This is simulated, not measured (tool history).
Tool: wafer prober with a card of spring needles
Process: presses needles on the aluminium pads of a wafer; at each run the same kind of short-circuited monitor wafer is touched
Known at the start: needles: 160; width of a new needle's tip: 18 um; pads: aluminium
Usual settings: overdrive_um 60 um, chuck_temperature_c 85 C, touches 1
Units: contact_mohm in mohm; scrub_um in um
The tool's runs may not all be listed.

run 1 hour=0 | overdrive_um=60 chuck_temperature_c=85 touches=1 | contact_mohm=149 scrub_um=9.86
run 2 hour=5.3 | overdrive_um=60 chuck_temperature_c=85 touches=1 | contact_mohm=168 scrub_um=9.89
run 3 hour=13.5 | overdrive_um=60 chuck_temperature_c=85 touches=1 | contact_mohm=173 scrub_um=9.88
run 4 hour=20.2 | overdrive_um=60 chuck_temperature_c=85 touches=2 | contact_mohm=161 scrub_um=9.88
-- hour=21.8 tips cleaned on abrasive film
run 5 hour=31 | overdrive_um=60 chuck_temperature_c=85 touches=1 | contact_mohm=168 scrub_um=9.83
run 6 hour=37.9 | overdrive_um=61 chuck_temperature_c=85 touches=1 | contact_mohm=172 scrub_um=9.97
run 7 hour=43.3 | overdrive_um=60 chuck_temperature_c=85 touches=2 | contact_mohm=161 scrub_um=9.85
-- hour=45.5 tips cleaned on abrasive film
run 8 hour=54.2 | overdrive_um=60 chuck_temperature_c=85 touches=1 | contact_mohm=171 scrub_um=9.83
run 9 hour=59.8 | overdrive_um=60 chuck_temperature_c=85 touches=1 | contact_mohm=166 scrub_um=9.87
run 10 hour=66.1 | overdrive_um=60 chuck_temperature_c=85 touches=1 | contact_mohm=170 scrub_um=9.83
-- hour=68.7 tips cleaned on abrasive film
run 11 hour=77.3 | overdrive_um=60 chuck_temperature_c=85 touches=1 | contact_mohm=171 scrub_um=9.83
-- hour=78.2 height of the first contact set anew
run 12 hour=86 | overdrive_um=60 chuck_temperature_c=85 touches=1 | contact_mohm=172 scrub_um=9.81
-- hour=92.9 tips cleaned on abrasive film
run 13 hour=95.2 | overdrive_um=60 chuck_temperature_c=85 touches=1 | contact_mohm=155 scrub_um=9.8
-- hour=102.1 height of the first contact set anew, once more
run 14 hour=104.8 | overdrive_um=60 chuck_temperature_c=85 touches=1 | contact_mohm=171 scrub_um=9.89
run 15 hour=116.1 | overdrive_um=60 chuck_temperature_c=85 touches=3 | contact_mohm=153 scrub_um=9.89
-- hour=116.8 tips cleaned on abrasive film
run 16 hour=126.9 | overdrive_um=60 chuck_temperature_c=85 touches=1 | contact_mohm=170 scrub_um=9.91
run 17 hour=134.3 | overdrive_um=60 chuck_temperature_c=102 touches=1 | contact_mohm=176 scrub_um=9.95
run 18 hour=139.3 | overdrive_um=71 chuck_temperature_c=62 touches=1 | contact_mohm=163 scrub_um=11.75
-- hour=140.1 tips cleaned on abrasive film
run 19 hour=149.6 | overdrive_um=71 chuck_temperature_c=62 touches=1 | contact_mohm=157 scrub_um=11.74
run 20 hour=157.9 | overdrive_um=58 chuck_temperature_c=85 touches=1 | contact_mohm=176 scrub_um=9.59
-- hour=163.6 tips cleaned on abrasive film
run 21 hour=169 | overdrive_um=60 chuck_temperature_c=42 touches=2 | contact_mohm=144 scrub_um=9.9
run 22 hour=179.4 | overdrive_um=42 chuck_temperature_c=85 touches=2 | contact_mohm=184 scrub_um=6.9
run 23 hour=186 | overdrive_um=42 chuck_temperature_c=85 touches=2 | contact_mohm=185 scrub_um=6.91
-- hour=187.1 tips cleaned on abrasive film
run 24 hour=192.6 | overdrive_um=55 chuck_temperature_c=59 touches=2 | contact_mohm=154 scrub_um=9.08
run 25 hour=201.9 | overdrive_um=72 chuck_temperature_c=40 touches=2 | contact_mohm=149 scrub_um=11.92
run 26 hour=208.5 | overdrive_um=57 chuck_temperature_c=61 touches=1 | contact_mohm=176 scrub_um=9.42
-- hour=211.1 tips cleaned on abrasive film
run 27 hour=217.8 | overdrive_um=57 chuck_temperature_c=61 touches=1 | contact_mohm=165 scrub_um=9.4
run 28 hour=226.2 | overdrive_um=66 chuck_temperature_c=61 touches=1 | contact_mohm=166 scrub_um=10.9
-- hour=234.7 tips cleaned on abrasive film
run 29 hour=236.2 | overdrive_um=60 chuck_temperature_c=61 touches=1 | contact_mohm=150 scrub_um=9.89
run 30 hour=243.2 | overdrive_um=60 chuck_temperature_c=61 touches=1 | contact_mohm=162 scrub_um=9.85
run 31 hour=250 | overdrive_um=62 chuck_temperature_c=85 touches=1 | contact_mohm=174 scrub_um=10.25
-- hour=257.8 tips cleaned on abrasive film
run 32 hour=261.1 | overdrive_um=56 chuck_temperature_c=66 touches=2 | contact_mohm=150 scrub_um=9.24
run 33 hour=266.9 | overdrive_um=56 chuck_temperature_c=66 touches=2 | contact_mohm=157 scrub_um=9.22
run 34 hour=275.8 | overdrive_um=49 chuck_temperature_c=75 touches=2 | contact_mohm=176 scrub_um=8.04

Hidden state or all else? Some run-to-run changes of contact_mohm, split into what the settings, what came in and random variation would give without the hidden state, and what is left for the hidden state (with any gauge scatter that isn't in both results):
The hidden state here: debris on the tips, nm; way that the needles fall short of the set height, um; tips' diameter, um; drift of the gauge itself on contact_mohm, %; drift of the gauge itself on scrub_um, %.
Run 20 -> 21: overdrive_um 58 -> 60, chuck_temperature_c 85 -> 42, touches 1 -> 2, tips cleaned on abrasive film. contact_mohm -32 mohm: hidden state -23, all else -9.
Run 21 -> 22: overdrive_um 60 -> 42, chuck_temperature_c 42 -> 85. contact_mohm +40 mohm: hidden state +25, all else +15.
Run 23 -> 24: overdrive_um 42 -> 55, chuck_temperature_c 85 -> 59, tips cleaned on abrasive film. contact_mohm -31 mohm: hidden state -24, all else -7.
